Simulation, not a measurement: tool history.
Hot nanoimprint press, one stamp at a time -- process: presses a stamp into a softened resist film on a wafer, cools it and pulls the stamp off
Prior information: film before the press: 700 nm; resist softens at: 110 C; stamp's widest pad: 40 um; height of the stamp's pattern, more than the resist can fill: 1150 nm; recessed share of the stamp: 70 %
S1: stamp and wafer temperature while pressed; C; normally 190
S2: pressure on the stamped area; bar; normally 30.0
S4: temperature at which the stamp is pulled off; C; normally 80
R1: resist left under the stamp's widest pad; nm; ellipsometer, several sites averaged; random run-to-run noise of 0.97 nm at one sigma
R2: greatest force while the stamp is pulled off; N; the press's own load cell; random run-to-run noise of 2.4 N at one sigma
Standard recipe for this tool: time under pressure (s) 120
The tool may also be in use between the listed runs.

run 1 hour=0.0 | S1=190 S2=30.0 time_under_pressure_(s)=120 S4=80 | R1=253.5 R2=141
-- hour=42.7 plate thermocouple calibrated
run 2 hour=72.5 | S1=190 S2=30.0 time_under_pressure_(s)=120 S4=80 | R1=253.9 R2=140
-- hour=83.1 stamp cleaned and given a new release coat
run 3 hour=160.9 | S1=190 S2=30.0 time_under_pressure_(s)=120 S4=80 | R1=251.3 R2=144
run 4 hour=218.7 | S1=190 S2=30.0 time_under_pressure_(s)=120 S4=77 | R1=252.9 R2=145
run 5 hour=265.1 | S1=190 S2=30.0 time_under_pressure_(s)=120 S4=77 | R1=254.4 R2=147
run 6 hour=309.3 | S1=190 S2=30.0 time_under_pressure_(s)=128 S4=77 | R1=247.2 R2=145
run 7 hour=368.3 | S1=187 S2=31.9 time_under_pressure_(s)=197 S4=81 | R1=222.7 R2=139
run 8 hour=426.1 | S1=201 S2=24.1 time_under_pressure_(s)=207 S4=79 | R1=152.2 R2=141
run 9 hour=466.2 | S1=201 S2=24.1 time_under_pressure_(s)=207 S4=84 | R1=152.3 R2=130
run 10 hour=508.1 | S1=187 S2=34.5 time_under_pressure_(s)=129 S4=75 | R1=254.8 R2=153
run 11 hour=543.1 | S1=202 S2=20.2 time_under_pressure_(s)=130 S4=84 | R1=197.8 R2=134

Alternative continuations, all from the tool just after run 11; predict every row:
-- hour=595.0 plate thermocouple calibrated
run A hour=632.1 | S1=196 S2=21.6 time_under_pressure_(s)=65 S4=84 | R1=? R2=?
-- hour=595.0 plate thermocouple calibrated
run B hour=632.1 | S1=202 S2=31.2 time_under_pressure_(s)=130 S4=84 | R1=? R2=?
-- hour=595.0 plate thermocouple calibrated
run C hour=632.1 | S1=200 S2=30.0 time_under_pressure_(s)=120 S4=72 | R1=? R2=?
-- hour=595.0 plate thermocouple calibrated
run D hour=632.1 | S1=197 S2=39.3 time_under_pressure_(s)=130 S4=84 | R1=? R2=?

run=A R1=304.7 R2=131
run=B R1=158.2 R2=131
run=C R1=177.8 R2=154
run=D R1=166.1 R2=132
What these runs would have given with no unlogged condition in the tool:
run=A R1=306.2 R2=129
run=B R1=158.9 R2=129
run=C R1=178.6 R2=151
run=D R1=166.8 R2=130

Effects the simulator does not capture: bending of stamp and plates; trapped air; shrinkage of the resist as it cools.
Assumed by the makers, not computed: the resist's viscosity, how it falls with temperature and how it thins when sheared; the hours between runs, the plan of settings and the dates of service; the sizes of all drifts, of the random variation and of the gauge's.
